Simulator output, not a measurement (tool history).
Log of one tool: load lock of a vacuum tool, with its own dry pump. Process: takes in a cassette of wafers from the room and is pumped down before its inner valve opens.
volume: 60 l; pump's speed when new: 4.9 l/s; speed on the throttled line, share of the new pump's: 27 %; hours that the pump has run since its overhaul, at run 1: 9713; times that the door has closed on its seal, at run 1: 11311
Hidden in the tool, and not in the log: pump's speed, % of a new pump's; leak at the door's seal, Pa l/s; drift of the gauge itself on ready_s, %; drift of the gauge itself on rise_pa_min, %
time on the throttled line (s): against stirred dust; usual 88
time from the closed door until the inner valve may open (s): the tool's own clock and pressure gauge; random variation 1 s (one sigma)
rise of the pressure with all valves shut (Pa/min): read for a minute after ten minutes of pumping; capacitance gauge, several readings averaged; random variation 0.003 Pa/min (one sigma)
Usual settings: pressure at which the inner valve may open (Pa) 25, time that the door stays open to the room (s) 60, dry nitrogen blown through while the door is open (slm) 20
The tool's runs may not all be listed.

run,hour,time on the throttled line (s),pressure at which the inner valve may open (Pa),time that the door stays open to the room (s),dry nitrogen blown through while the door is open (slm),hours that the pump has run since its overhaul,times that the door has closed on its seal,"incoming humidity of the room's air, %",time from the closed door until the inner valve may open (s),rise of the pressure with all valves shut (Pa/min)
1,0.0,88,25,60,20,9713,11311,45.1,185.4,0.061
2,82.8,120,25,60,20,9796,11571,44.8,207.0,0.056
3,155.5,120,25,44,20,9868,11799,42.0,206.9,0.047
4,237.5,120,25,44,20,9950,12057,45.5,209.3,0.057
5,318.7,88,25,116,20,10032,12312,45.2,185.3,0.073
6,362.3,88,25,77,20,10075,12449,45.4,186.4,0.069
7,413.8,88,25,60,20,10127,12611,47.7,185.1,0.067
8,496.9,73,25,60,20,10210,12872,47.9,176.0,0.062
9,539.8,73,25,60,20,10253,13007,46.3,176.5,0.062
10,577.5,73,25,60,20,10290,13125,47.3,176.0,0.065
11,658.4,73,25,60,20,10371,13379,46.8,175.8,0.061
12,718.3,73,25,60,20,10431,13568,38.9,179.1,0.060
13,777.7,73,24,60,20,10491,13754,42.0,177.8,0.070
14,836.5,73,24,60,20,10549,13939,45.5,176.6,0.064
15,880.4,88,25,60,20,10593,14077,45.4,186.3,0.070
16,964.9,88,25,60,20,10678,14342,46.1,186.7,0.066
17,1046.7,88,25,60,20,10760,14599,43.2,186.9,0.070
18,1102.0,88,25,60,20,10815,14773,41.8,187.9,0.069
19,1167.7,88,25,60,13,10881,14980,42.5,187.9,0.081
20,1259.1,159,35,226,14,10972,15267,46.4,229.0,0.115
21,1308.8,159,35,226,14,11022,15423,43.1,227.9,0.111
22,1362.0,159,35,226,14,11075,15590,45.8,228.7,0.115
23,1407.5,159,35,226,14,11120,15733,43.0,229.6,0.112
24,1460.2,88,24,60,20,11173,15899,47.4,190.0,0.078
25,1546.4,56,23,26,32,11259,16170,46.9,169.6,0.061
26,1595.8,55,43,218,20,11309,16325,42.5,158.5,0.098
27,1648.1,60,43,148,20,11361,16489,43.7,159.0,0.091
28,1737.8,98,23,118,32,11451,16771,43.7,197.2,0.081
29,1805.7,98,23,118,32,11519,16984,43.2,196.4,0.079
30,1885.4,98,23,118,32,11598,17235,46.2,196.9,0.079
31,1948.6,52,35,236,8,11661,17433,44.3,159.7,0.134
32,2020.8,52,35,236,8,11734,17660,44.5,160.3,0.134
33,2093.0,88,25,60,14,11806,17887,43.3,190.0,0.081
34,2157.3,88,25,60,14,11870,18089,46.0,189.3,0.082
35,2230.5,88,25,60,14,11943,18319,43.9,189.9,0.081
36,2271.0,88,20,78,25,11984,18446,44.8,194.7,0.081

3 ways to go on from here, each from the tool as it stands after run 36. What would each give?
A,2323.8,108,20,55,25,12037,18612,44.3,?,?
B,2323.8,88,41,33,16,12037,18612,45.6,?,?
C,2323.8,88,37,60,20,12037,18612,44.4,?,?

run,time from the closed door until the inner valve may open (s),rise of the pressure with all valves shut (Pa/min)
A,207.9,0.081
B,182.6,0.071
C,182.9,0.080
Without the tool's hidden state the same runs would have given:
run,time from the closed door until the inner valve may open (s),rise of the pressure with all valves shut (Pa/min)
A,184.1,0.033
B,160.0,0.024
C,160.3,0.033

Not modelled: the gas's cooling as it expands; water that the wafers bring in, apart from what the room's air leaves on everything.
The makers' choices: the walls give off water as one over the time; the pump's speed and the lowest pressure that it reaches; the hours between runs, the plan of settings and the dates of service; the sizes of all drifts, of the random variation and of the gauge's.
